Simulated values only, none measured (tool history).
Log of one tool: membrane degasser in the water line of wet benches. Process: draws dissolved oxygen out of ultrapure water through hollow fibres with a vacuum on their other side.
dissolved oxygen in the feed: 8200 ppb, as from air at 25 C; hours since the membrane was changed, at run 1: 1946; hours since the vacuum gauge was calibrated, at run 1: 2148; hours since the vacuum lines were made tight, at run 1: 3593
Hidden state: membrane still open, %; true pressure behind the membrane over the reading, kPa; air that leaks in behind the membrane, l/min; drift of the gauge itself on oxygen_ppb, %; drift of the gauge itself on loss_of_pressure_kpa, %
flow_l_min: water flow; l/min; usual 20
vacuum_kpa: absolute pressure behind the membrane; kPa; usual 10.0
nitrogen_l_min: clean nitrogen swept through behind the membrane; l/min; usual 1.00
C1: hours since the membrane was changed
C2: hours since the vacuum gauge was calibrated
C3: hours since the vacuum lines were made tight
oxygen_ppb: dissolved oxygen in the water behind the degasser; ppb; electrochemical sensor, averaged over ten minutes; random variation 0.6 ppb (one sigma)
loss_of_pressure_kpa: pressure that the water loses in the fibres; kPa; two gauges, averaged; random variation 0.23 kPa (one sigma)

Run 1, hour 0.0: usual settings; C1 1946; C2 2148; C3 3593. Result: oxygen_ppb 300.8 ppb, loss_of_pressure_kpa 59.25 kPa.
Run 2, hour 50.3: usual settings; C1 1996; C2 2198; C3 3643. Result: oxygen_ppb 300.3 ppb, loss_of_pressure_kpa 58.72 kPa.
Run 3, hour 103.6: usual settings; C1 2049; C2 2252; C3 3696. Result: oxygen_ppb 302.4 ppb, loss_of_pressure_kpa 59.15 kPa.
Run 4, hour 165.1: usual settings; C1 2111; C2 2313; C3 3758. Result: oxygen_ppb 301.6 ppb, loss_of_pressure_kpa 58.68 kPa.
Run 5, hour 227.6: usual settings; C1 2174; C2 2376; C3 3820. Result: oxygen_ppb 301.4 ppb, loss_of_pressure_kpa 58.64 kPa.
Run 6, hour 281.8: usual settings but nitrogen_l_min 0.84 l/min; C1 2228; C2 2430; C3 3874. Result: oxygen_ppb 348.0 ppb, loss_of_pressure_kpa 58.77 kPa.
Run 7, hour 329.1: usual settings but nitrogen_l_min 0.84 l/min; C1 2275; C2 2477; C3 3922. Result: oxygen_ppb 348.2 ppb, loss_of_pressure_kpa 58.43 kPa.
Run 8, hour 390.8: usual settings but nitrogen_l_min 0.84 l/min; C1 2337; C2 2539; C3 3983. Result: oxygen_ppb 346.8 ppb, loss_of_pressure_kpa 59.06 kPa.
Run 9, hour 426.7: usual settings but nitrogen_l_min 0.84 l/min; C1 2373; C2 2575; C3 4019. Result: oxygen_ppb 348.6 ppb, loss_of_pressure_kpa 58.35 kPa.
Run 10, hour 467.7: usual settings but nitrogen_l_min 0.84 l/min; C1 2414; C2 2616; C3 4060. Result: oxygen_ppb 348.6 ppb, loss_of_pressure_kpa 58.54 kPa.
Run 11, hour 536.0: usual settings; C1 2482; C2 2684; C3 4129. Result: oxygen_ppb 301.7 ppb, loss_of_pressure_kpa 58.15 kPa.
Run 12, hour 587.0: usual settings; C1 2533; C2 2735; C3 4180. Result: oxygen_ppb 301.5 ppb, loss_of_pressure_kpa 58.31 kPa.
Run 13, hour 623.6: usual settings; C1 2569; C2 2772; C3 4216. Result: oxygen_ppb 301.7 ppb, loss_of_pressure_kpa 57.99 kPa.
Run 14, hour 681.8: usual settings; C1 2628; C2 2830; C3 4274. Result: oxygen_ppb 300.8 ppb, loss_of_pressure_kpa 58.26 kPa.
Run 15, hour 715.2: usual settings; C1 2661; C2 2863; C3 4308. Result: oxygen_ppb 301.9 ppb, loss_of_pressure_kpa 57.95 kPa.
Run 16, hour 772.8: usual settings; C1 2719; C2 2921; C3 4365. Result: oxygen_ppb 301.9 ppb, loss_of_pressure_kpa 57.73 kPa.
Run 17, hour 847.7: usual settings but flow_l_min 30 l/min, nitrogen_l_min 1.74 l/min; C1 2794; C2 2996; C3 4440. Result: oxygen_ppb 308.3 ppb, loss_of_pressure_kpa 86.76 kPa.
Run 18, hour 893.1: usual settings but flow_l_min 30 l/min, nitrogen_l_min 1.74 l/min; C1 2839; C2 3041; C3 4486. Result: oxygen_ppb 308.9 ppb, loss_of_pressure_kpa 86.78 kPa.
Run 19, hour 938.5: usual settings but flow_l_min 28 l/min, vacuum_kpa 13.2 kPa, nitrogen_l_min 2.17 l/min; C1 2884; C2 3086; C3 4531. Result: oxygen_ppb 329.0 ppb, loss_of_pressure_kpa 80.85 kPa.
Run 20, hour 989.9: usual settings but flow_l_min 22 l/min, vacuum_kpa 6.2 kPa, nitrogen_l_min 2.34 l/min; C1 2936; C2 3138; C3 4583. Result: oxygen_ppb 79.5 ppb, loss_of_pressure_kpa 63.28 kPa.
Run 21, hour 1056.5: usual settings but nitrogen_l_min 1.27 l/min; C1 3002; C2 3204; C3 4649. Result: oxygen_ppb 245.1 ppb, loss_of_pressure_kpa 57.50 kPa.
Run 22, hour 1096.5: usual settings but flow_l_min 29 l/min, vacuum_kpa 6.5 kPa, nitrogen_l_min 0.55 l/min; C1 3042; C2 3244; C3 4689. Result: oxygen_ppb 362.2 ppb, loss_of_pressure_kpa 83.88 kPa.
Run 23, hour 1158.5: usual settings but vacuum_kpa 6.2 kPa, nitrogen_l_min 0.98 l/min; C1 3104; C2 3306; C3 4751. Result: oxygen_ppb 141.9 ppb, loss_of_pressure_kpa 57.84 kPa.
Run 24, hour 1190.1: usual settings but flow_l_min 26 l/min, nitrogen_l_min 1.54 l/min; C1 3136; C2 3338; C3 4783. Result: oxygen_ppb 280.8 ppb, loss_of_pressure_kpa 74.89 kPa.
Run 25, hour 1262.6: usual settings but flow_l_min 13 l/min, vacuum_kpa 13.8 kPa, nitrogen_l_min 1.46 l/min; C1 3209; C2 3411; C3 4855. Result: oxygen_ppb 220.5 ppb, loss_of_pressure_kpa 37.38 kPa.
At hour 1316.0: gauge calibrated.
Run 26, hour 1316.0: usual settings but flow_l_min 13 l/min, vacuum_kpa 13.8 kPa, nitrogen_l_min 1.46 l/min; C1 3262; C2 3464; C3 4909. Result: oxygen_ppb 219.9 ppb, loss_of_pressure_kpa 38.40 kPa.
Run 27, hour 1390.1: usual settings but flow_l_min 13 l/min, vacuum_kpa 13.8 kPa, nitrogen_l_min 1.46 l/min; C1 3336; C2 3538; C3 4983. Result: oxygen_ppb 220.3 ppb, loss_of_pressure_kpa 38.33 kPa.
Run 28, hour 1428.0: usual settings but flow_l_min 13 l/min, vacuum_kpa 13.8 kPa, nitrogen_l_min 1.46 l/min; C1 3374; C2 3576; C3 5021. Result: oxygen_ppb 220.6 ppb, loss_of_pressure_kpa 38.02 kPa.
Run 29, hour 1474.3: usual settings but flow_l_min 28 l/min; C1 3420; C2 3622; C3 5067. Result: oxygen_ppb 427.8 ppb, loss_of_pressure_kpa 82.40 kPa.
Run 30, hour 1536.7: usual settings but flow_l_min 28 l/min; C1 3483; C2 3685; C3 5129. Result: oxygen_ppb 425.2 ppb, loss_of_pressure_kpa 82.00 kPa.
Run 31, hour 1597.8: usual settings but flow_l_min 28 l/min; C1 3544; C2 3746; C3 5190. Result: oxygen_ppb 427.5 ppb, loss_of_pressure_kpa 82.12 kPa.
Run 32, hour 1670.6: usual settings but flow_l_min 17 l/min, vacuum_kpa 14.7 kPa, nitrogen_l_min 1.12 l/min; C1 3616; C2 3818; C3 5263. Result: oxygen_ppb 387.0 ppb, loss_of_pressure_kpa 49.88 kPa.

4 ways to go on from here, each from the tool as it stands after run 32. What would each give?
Run A, hour 1711.9: usual settings but vacuum_kpa 8.0 kPa, nitrogen_l_min 0.48 l/min; C1 3658; C2 3860; C3 5305. Result: oxygen_ppb ?, loss_of_pressure_kpa ?.
Run B, hour 1711.9: usual settings but flow_l_min 26 l/min, vacuum_kpa 6.5 kPa, nitrogen_l_min 1.32 l/min; C1 3658; C2 3860; C3 5305. Result: oxygen_ppb ?, loss_of_pressure_kpa ?.
Run C, hour 1711.9: usual settings but nitrogen_l_min 0.81 l/min; C1 3658; C2 3860; C3 5305. Result: oxygen_ppb ?, loss_of_pressure_kpa ?.
Run D, hour 1711.9: usual settings but flow_l_min 25 l/min, vacuum_kpa 14.7 kPa, nitrogen_l_min 1.12 l/min; C1 3658; C2 3860; C3 5305. Result: oxygen_ppb ?, loss_of_pressure_kpa ?.

run  oxygen_ppb  loss_of_pressure_kpa
  A       389.8                 58.06
  B       171.0                 76.51
  C       358.2                 58.48
  D       555.0                 73.09
Without the tool's hidden state the same runs would have given:
run  oxygen_ppb  loss_of_pressure_kpa
  A       389.7                 58.56
  B       170.9                 77.17
  C       358.1                 58.99
  D       554.9                 73.72
